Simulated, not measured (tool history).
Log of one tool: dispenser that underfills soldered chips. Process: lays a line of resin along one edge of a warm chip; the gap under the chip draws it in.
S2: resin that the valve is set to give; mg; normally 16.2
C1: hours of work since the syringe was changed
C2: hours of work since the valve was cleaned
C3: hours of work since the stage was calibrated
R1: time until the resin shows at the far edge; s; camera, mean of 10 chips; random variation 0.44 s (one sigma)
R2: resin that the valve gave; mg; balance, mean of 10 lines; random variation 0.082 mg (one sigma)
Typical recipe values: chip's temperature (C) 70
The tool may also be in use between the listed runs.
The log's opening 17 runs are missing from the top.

{"run": 18, "hour": 71.5, "chip's temperature (C)": 70, "S2": 19.7, "C1": 5, "C2": 21, "C3": 109, "R1": 51.8, "R2": 19.4}
{"hour": 72.3, "done": "new syringe of resin"}
{"run": 19, "hour": 74.2, "chip's temperature (C)": 76, "S2": 16.1, "C1": 1, "C2": 22, "C3": 110, "R1": 28.2, "R2": 15.79}
{"run": 20, "hour": 78.9, "chip's temperature (C)": 76, "S2": 16.1, "C1": 5, "C2": 26, "C3": 114, "R1": 38.5, "R2": 15.89}
{"hour": 80.0, "done": "new syringe of resin"}
{"run": 21, "hour": 82.5, "chip's temperature (C)": 61, "S2": 18.2, "C1": 2, "C2": 28, "C3": 116, "R1": 63.8, "R2": 17.82}
{"run": 22, "hour": 85.3, "chip's temperature (C)": 83, "S2": 19.4, "C1": 4, "C2": 30, "C3": 118, "R1": 25.4, "R2": 19.02}
{"hour": 87.8, "done": "new syringe of resin"}
{"run": 23, "hour": 89.4, "chip's temperature (C)": 56, "S2": 14.8, "C1": 1, "C2": 33, "C3": 121, "R1": 79.1, "R2": 14.41}
{"run": 24, "hour": 95.0, "chip's temperature (C)": 68, "S2": 20.1, "C1": 5, "C2": 37, "C3": 125, "R1": 58.1, "R2": 19.55}
{"hour": 95.6, "done": "new syringe of resin"}
{"run": 25, "hour": 97.9, "chip's temperature (C)": 60, "S2": 17.4, "C1": 2, "C2": 39, "C3": 127, "R1": 65.6, "R2": 16.71}
{"run": 26, "hour": 101.0, "chip's temperature (C)": 83, "S2": 16, "C1": 4, "C2": 41, "C3": 129, "R1": 26.1, "R2": 15.57}
{"hour": 103.7, "done": "new syringe of resin"}
{"run": 27, "hour": 103.9, "chip's temperature (C)": 83, "S2": 14.3, "C1": 0, "C2": 43, "C3": 131, "R1": 18.8, "R2": 13.88}
{"run": 28, "hour": 107.5, "chip's temperature (C)": 66, "S2": 16.2, "C1": 3, "C2": 45, "C3": 133, "R1": 53.6, "R2": 15.81}
{"hour": 111.6, "done": "new syringe of resin"}
{"run": 29, "hour": 112.0, "chip's temperature (C)": 66, "S2": 16.2, "C1": 0, "C2": 48, "C3": 136, "R1": 42, "R2": 15.5}
{"run": 30, "hour": 117.3, "chip's temperature (C)": 84, "S2": 13.8, "C1": 4, "C2": 52, "C3": 140, "R1": 25.6, "R2": 13.19}
{"hour": 119.5, "done": "new syringe of resin"}
{"run": 31, "hour": 121.9, "chip's temperature (C)": 84, "S2": 13.8, "C1": 2, "C2": 55, "C3": 143, "R1": 20.6, "R2": 13.15}
{"run": 32, "hour": 126.6, "chip's temperature (C)": 74, "S2": 14.8, "C1": 5, "C2": 59, "C3": 147, "R1": 44.1, "R2": 13.99}
{"hour": 127.5, "done": "new syringe of resin"}
{"run": 33, "hour": 130.1, "chip's temperature (C)": 65, "S2": 14.8, "C1": 2, "C2": 61, "C3": 149, "R1": 54.1, "R2": 14.03}
{"hour": 135.4, "done": "new syringe of resin"}
{"run": 34, "hour": 135.6, "chip's temperature (C)": 74, "S2": 20, "C1": 0, "C2": 65, "C3": 153, "R1": 28.5, "R2": 18.85}
{"run": 35, "hour": 140.1, "chip's temperature (C)": 74, "S2": 20, "C1": 3, "C2": 68, "C3": 156, "R1": 36.5, "R2": 18.88}

Predict each of these 4 candidate next runs independently; none follows another, all start after run 35:
{"hour": 143.3, "done": "new syringe of resin"}
{"run": "A", "hour": 145.1, "chip's temperature (C)": 71, "S2": 16.2, "C1": 1, "C2": 71, "C3": 159, "R1": "?", "R2": "?"}
{"hour": 143.3, "done": "new syringe of resin"}
{"run": "B", "hour": 145.1, "chip's temperature (C)": 68, "S2": 16.8, "C1": 1, "C2": 71, "C3": 159, "R1": "?", "R2": "?"}
{"hour": 143.3, "done": "new syringe of resin"}
{"run": "C", "hour": 145.1, "chip's temperature (C)": 81, "S2": 14.4, "C1": 1, "C2": 71, "C3": 159, "R1": "?", "R2": "?"}
{"hour": 143.3, "done": "new syringe of resin"}
{"run": "D", "hour": 145.1, "chip's temperature (C)": 59, "S2": 14.1, "C1": 1, "C2": 71, "C3": 159, "R1": "?", "R2": "?"}

run=A R1=36.9 R2=15.21
run=B R1=43.3 R2=15.81
run=C R1=23.5 R2=13.63
run=D R1=71.4 R2=13.26
Without the tool's unlogged condition, the same runs would have read:
run=A R1=30.8 R2=16.13
run=B R1=36.2 R2=16.77
run=C R1=19.5 R2=14.46
run=D R1=59.2 R2=14.06
